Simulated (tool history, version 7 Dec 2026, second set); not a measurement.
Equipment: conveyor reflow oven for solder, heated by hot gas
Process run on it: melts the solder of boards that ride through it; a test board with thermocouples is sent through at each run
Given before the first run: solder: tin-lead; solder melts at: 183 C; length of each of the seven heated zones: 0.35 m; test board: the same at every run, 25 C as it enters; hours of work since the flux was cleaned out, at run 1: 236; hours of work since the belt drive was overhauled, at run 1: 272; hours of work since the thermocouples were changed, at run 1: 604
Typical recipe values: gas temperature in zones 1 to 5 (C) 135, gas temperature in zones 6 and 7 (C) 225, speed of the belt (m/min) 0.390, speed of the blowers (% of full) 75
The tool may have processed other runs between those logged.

run,hour,gas temperature in zones 1 to 5 (C),gas temperature in zones 6 and 7 (C),speed of the belt (m/min),speed of the blowers (% of full),hours of work since the flux was cleaned out,hours of work since the belt drive was overhauled,hours of work since the thermocouples were changed,highest temperature of the board (C),time above the solder's melting point (s)
1,0.0,135,225,0.390,75,236,272,604,211.3,75.1
2,33.5,133,225,0.390,75,257,293,624,211.3,73.9
3,60.1,133,225,0.390,75,274,310,641,212.0,74.3
4,89.3,135,225,0.354,75,292,328,659,214.1,87.0
5,118.7,135,225,0.421,75,310,346,677,209.3,65.7
6,138.4,135,225,0.390,87,323,358,690,213.0,77.4
7,177.1,135,225,0.390,87,347,382,714,212.5,77.1
8,212.1,142,232,0.353,51,368,404,736,217.7,94.1

Run 9 has not been measured yet. What should we expect?
9,242.6,144,232,0.353,86,387,423,755,?,?

Run 9 yielded highest temperature of the board (C) 221.9, time above the solder's melting point (s) 101.1.
With the hidden condition absent and the run-to-run variation left alone, this run would have shown highest temperature of the board (C) 224.0, time above the solder's melting point (s) 102.4.

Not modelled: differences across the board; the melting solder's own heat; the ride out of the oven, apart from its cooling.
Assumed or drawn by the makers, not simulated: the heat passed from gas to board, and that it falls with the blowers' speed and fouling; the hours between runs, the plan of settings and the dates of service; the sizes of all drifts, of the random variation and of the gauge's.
